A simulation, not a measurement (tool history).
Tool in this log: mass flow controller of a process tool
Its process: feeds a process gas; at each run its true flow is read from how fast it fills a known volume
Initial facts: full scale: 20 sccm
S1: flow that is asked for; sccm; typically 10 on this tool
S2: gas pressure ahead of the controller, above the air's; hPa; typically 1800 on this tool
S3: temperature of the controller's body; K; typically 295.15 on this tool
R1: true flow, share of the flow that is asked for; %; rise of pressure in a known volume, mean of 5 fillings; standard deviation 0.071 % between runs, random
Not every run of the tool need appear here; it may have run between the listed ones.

{"run": 1, "hour": 0.0, "S1": 10, "S2": 1800, "S3": 295.15, "R1": 99.27}
{"run": 2, "hour": 76.4, "S1": 10, "S2": 1800, "S3": 295.15, "R1": 99.38}
{"run": 3, "hour": 136.0, "S1": 10, "S2": 1800, "S3": 295.15, "R1": 99.34}
{"run": 4, "hour": 181.6, "S1": 10, "S2": 1800, "S3": 295.15, "R1": 99.31}
{"run": 5, "hour": 256.1, "S1": 10, "S2": 1800, "S3": 295.15, "R1": 99.28}
{"run": 6, "hour": 309.8, "S1": 10, "S2": 1800, "S3": 295.15, "R1": 99.31}
{"run": 7, "hour": 385.2, "S1": 10, "S2": 1800, "S3": 295.15, "R1": 99.36}
{"run": 8, "hour": 455.7, "S1": 10, "S2": 1800, "S3": 295.15, "R1": 99.32}
{"run": 9, "hour": 504.4, "S1": 5, "S2": 1800, "S3": 306.15, "R1": 98.16}

Predict the results of run 10:
{"run": 10, "hour": 568.4, "S1": 3, "S2": 2640, "S3": 296.15, "R1": "?"}

R1: 97.99 %
Minus the tool's unlogged condition, the same run would have read R1 98.90 %.

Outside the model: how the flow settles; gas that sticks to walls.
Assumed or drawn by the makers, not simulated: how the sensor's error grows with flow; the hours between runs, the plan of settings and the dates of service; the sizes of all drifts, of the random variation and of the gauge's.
